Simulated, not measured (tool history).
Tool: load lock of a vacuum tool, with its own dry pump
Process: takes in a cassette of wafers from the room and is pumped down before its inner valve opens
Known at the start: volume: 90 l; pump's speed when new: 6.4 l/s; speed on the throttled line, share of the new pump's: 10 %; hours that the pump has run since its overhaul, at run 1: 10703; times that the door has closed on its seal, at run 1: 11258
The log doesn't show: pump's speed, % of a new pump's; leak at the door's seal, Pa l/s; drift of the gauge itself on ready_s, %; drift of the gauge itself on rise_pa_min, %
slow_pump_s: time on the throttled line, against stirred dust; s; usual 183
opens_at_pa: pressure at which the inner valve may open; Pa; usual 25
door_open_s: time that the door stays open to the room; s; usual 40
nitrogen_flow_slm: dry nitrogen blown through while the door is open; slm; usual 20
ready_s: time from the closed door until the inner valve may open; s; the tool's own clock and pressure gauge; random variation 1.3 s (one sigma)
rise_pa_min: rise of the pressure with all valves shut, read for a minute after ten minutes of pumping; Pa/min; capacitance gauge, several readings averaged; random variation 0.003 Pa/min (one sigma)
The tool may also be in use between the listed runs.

run,day,slow_pump_s,opens_at_pa,door_open_s,nitrogen_flow_slm,hours that the pump has run since its overhaul,times that the door has closed on its seal,"incoming humidity of the room's air, %",ready_s,rise_pa_min
1,0,183,25,40,20,10703,11258,47.2,290.5,0.076
2,3.983,183,25,40,20,10799,11477,47.2,290.8,0.081
3,7.938,183,25,122,20,10894,11694,46.5,291.8,0.093
4,16.171,144,25,40,20,11091,12146,45,256.7,0.081
5,23.125,183,25,186,20,11258,12528,46.5,291.4,0.112
6,28.625,183,25,186,20,11390,12830,40.9,294,0.108
7,37.083,183,25,40,20,11593,13295,43.3,292.1,0.094
8,45.229,183,25,40,20,11789,13742,45.3,293.9,0.096
9,52.396,183,25,40,9,11961,14135,47.3,293.5,0.105
10,58.004,183,25,228,20,12095,14443,47.6,294.2,0.135
11,66.229,183,25,40,28,12293,14895,42.7,294.3,0.104
12,74.65,183,26,40,20,12495,15358,43.8,291.9,0.109
13,82.975,99,34,38,20,12695,15815,45.7,214.4,0.115
14,87.804,99,34,38,20,12811,16080,45.1,213.5,0.12
15,95.371,183,29,40,20,12992,16495,44.5,291.5,0.12
16,100.229,100,28,35,17,13109,16762,47.6,219.6,0.117
17,103.821,100,28,192,18,13195,16959,44.6,218.4,0.149
18,111.592,183,25,78,20,13382,17386,46.1,293,0.14
19,116.979,183,25,78,20,13511,17682,43.3,292.9,0.145
20,120.7,183,45,86,20,13600,17886,43.7,285.2,0.137

The same runs without the tool's hidden state, with the same run-to-run variation:
run,ready_s,rise_pa_min
1,281.7,0.017
2,281.9,0.02
3,282.8,0.031
4,246.9,0.014
5,282,0.042
6,284.4,0.035
7,282.4,0.018
8,284,0.016
9,283.4,0.021
10,283.9,0.05
11,283.8,0.013
12,281.4,0.014
13,203.1,0.016
14,202.2,0.019
15,280.3,0.016
16,207.2,0.01
17,206.4,0.037
18,281.5,0.025
19,281.3,0.026
20,274.4,0.018

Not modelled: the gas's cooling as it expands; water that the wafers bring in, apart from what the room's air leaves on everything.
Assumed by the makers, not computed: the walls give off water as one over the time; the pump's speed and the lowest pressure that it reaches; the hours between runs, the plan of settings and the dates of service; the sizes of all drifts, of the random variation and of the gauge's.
